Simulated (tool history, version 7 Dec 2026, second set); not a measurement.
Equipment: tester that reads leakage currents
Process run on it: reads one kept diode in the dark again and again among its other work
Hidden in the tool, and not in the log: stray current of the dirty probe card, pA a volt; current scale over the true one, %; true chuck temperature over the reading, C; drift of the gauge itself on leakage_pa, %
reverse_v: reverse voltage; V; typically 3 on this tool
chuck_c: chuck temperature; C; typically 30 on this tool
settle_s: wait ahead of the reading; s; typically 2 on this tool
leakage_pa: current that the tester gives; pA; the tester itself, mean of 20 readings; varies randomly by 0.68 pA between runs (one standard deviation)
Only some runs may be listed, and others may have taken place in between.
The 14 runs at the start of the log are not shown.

run,hour,reverse_v,chuck_c,settle_s,hours of work since the probe card was cleaned,hours of work since the tester was calibrated,hours of work since the chuck was calibrated,leakage_pa
15,638.5,3,36,2,1104,2228,1265,444.61
16,667.2,3,36,2,1115,2240,1276,442.28
17,705.4,3,30,2,1131,2256,1292,267.44
18,745.8,3,30,2,1148,2272,1309,269.18
19,805.5,3,30,2,1172,2297,1333,268.32
20,840.8,3,30,2,1187,2311,1347,268.85
21,892.1,15.24,27,2,1208,2332,1369,449.83
22,938.2,2.58,26,1.35,1226,2351,1387,178.65
# hour 942.9: tester calibrated
23,965.5,10.61,31,2,1237,9,1398,521.48
24,1001.5,10.61,31,2,1252,24,1413,522.06
25,1039.8,10.61,31,2,1267,40,1428,522.14
26,1087.1,18.78,31,0.54,1287,59,1448,694.1
27,1115.6,18.78,31,0.54,1298,71,1459,696.41
28,1163.8,18.78,31,0.54,1318,91,1479,698.62
29,1214.3,2.48,37,1.79,1339,111,1500,444.57
30,1273.9,2.48,37,1.79,1363,136,1524,446.87
31,1300.7,2.48,37,1.79,1374,147,1535,446.71
32,1340.1,2.48,37,1.79,1390,163,1551,448.37
33,1375.5,2.8,30,2,1405,177,1566,261.78
34,1418.5,1.26,42,9.68,1422,195,1583,493.79
35,1462.7,1.26,42,9.68,1441,213,1601,492.85
36,1495.4,1.26,42,9.68,1454,226,1615,493.69
37,1552.4,3,20,5.94,1477,250,1638,113.97
38,1584.9,1.63,52,2.85,1491,263,1651,1217.51
# hour 1605.1: chuck's temperature calibrated
39,1616.6,1.17,52,2.85,1503,275,5,893.67

Each row is a separate what-if for the run after 39, all from the same tool condition, not one after another. Results?
A,1653,1.19,54,2.85,1518,290,20,?
B,1653,7.01,47,2.16,1518,290,20,?
C,1653,3,30,5.74,1518,290,20,?
D,1653,3,30,2.3,1518,290,20,?
E,1653,3.49,49,7.86,1518,290,20,?

run,leakage_pa
A,1052.82
B,1399.43
C,232.16
D,231.42
E,1179.15
Take away the tool's hidden state, keep each run's random variation, and the runs would have read:
run,leakage_pa
A,1044.06
B,1381.61
C,227.09
D,226.37
E,1166.84
